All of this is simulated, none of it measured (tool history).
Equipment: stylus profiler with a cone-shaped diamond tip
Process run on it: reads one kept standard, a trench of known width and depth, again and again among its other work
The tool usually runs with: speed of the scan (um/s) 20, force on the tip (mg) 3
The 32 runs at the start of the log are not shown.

| run | hour | speed of the scan (um/s) | force on the tip (mg) | depth of the trench (Å) | width of the trench's floor (µm) |
|---|---|---|---|---|---|
| 33 | 1186.6 | 28 | 8.92 | 1033.5 | 28.47 |
| 34 | 1239.3 | 28 | 8.92 | 1033 | 28.48 |
| 35 | 1269.9 | 67 | 3.4 | 1018.3 | 28.3 |
| 36 | 1321.4 | 78 | 2.61 | 1014 | 28.2 |
| 37 | 1369.4 | 78 | 2.61 | 1016.6 | 28.17 |
| 38 | 1406.7 | 78 | 2.61 | 1014.3 | 28.22 |
| 39 | 1446.3 | 78 | 2.61 | 1017.6 | 28.25 |
| 40 | 1480.3 | 68 | 2.4 | 1015.4 | 28.31 |
| 41 | 1520.9 | 36 | 1.62 | 1012.5 | 28.38 |
| 42 | 1544.9 | 60 | 4.02 | 1020 | 28.32 |

Run 43 comes next. What will it give?
| 43 | 1567.4 | 42 | 4.02 | ? | ? |

For run 43 the tool returned depth of the trench (Å) 1022.6, width of the trench's floor (µm) 28.35.
Without the tool's hidden state the same run would have given depth of the trench (Å) 1019.8, width of the trench's floor (µm) 28.64.
